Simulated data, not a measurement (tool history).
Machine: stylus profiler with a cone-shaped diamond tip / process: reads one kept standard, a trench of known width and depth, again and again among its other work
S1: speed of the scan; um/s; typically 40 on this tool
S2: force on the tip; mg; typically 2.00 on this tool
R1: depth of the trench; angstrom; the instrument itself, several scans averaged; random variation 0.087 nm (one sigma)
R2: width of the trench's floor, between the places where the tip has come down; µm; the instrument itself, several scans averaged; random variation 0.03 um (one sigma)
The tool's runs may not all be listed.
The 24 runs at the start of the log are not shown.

run,hour,S1,S2,R1,R2
25,633.7,106,2.00,1002.6,27.90
26,662.5,123,4.42,1009.0,27.93
27,686.1,102,1.66,1002.8,27.81
28,712.5,77,1.08,999.9,27.82
29,746.6,105,2.88,1005.2,27.92
30,762.7,31,0.87,999.1,28.01
31,789.1,31,0.87,998.3,27.98
32,811.0,34,2.59,1005.3,28.08
33,839.4,40,3.28,1005.6,28.09
34,868.0,16,1.48,1001.3,28.07
# hour 885.7: height scale calibrated on a step standard
35,885.7,16,2.74,1008.9,28.08
36,918.2,12,1.28,1005.0,28.07
# hour 951.6: new tip fitted, height scale calibrated
37,951.6,12,1.28,1006.0,28.68
38,978.4,25,0.85,1004.8,28.66
39,1013.6,35,2.65,1008.8,28.59
40,1042.0,53,2.00,1006.1,28.50
41,1059.8,53,2.00,1007.3,28.53
42,1095.8,80,0.89,1003.9,28.28
43,1116.4,80,0.89,1004.5,28.24
44,1145.6,12,1.38,1006.1,28.57
45,1164.6,112,1.42,1004.1,28.19
46,1190.1,112,1.42,1006.1,28.18
47,1211.8,12,3.38,1010.1,28.57

Branching from run 47: 3 alternative next runs. What would each branch give?
A,1232.5,27,2.00,?,?
B,1232.5,13,0.88,?,?
C,1232.5,20,1.73,?,?

run,R1,R2
A,1007.1,28.52
B,1002.9,28.56
C,1006.3,28.56
Had the tool no hidden state, the same runs would have come out as:
run,R1,R2
A,1007.9,28.67
B,1003.6,28.71
C,1007.0,28.72
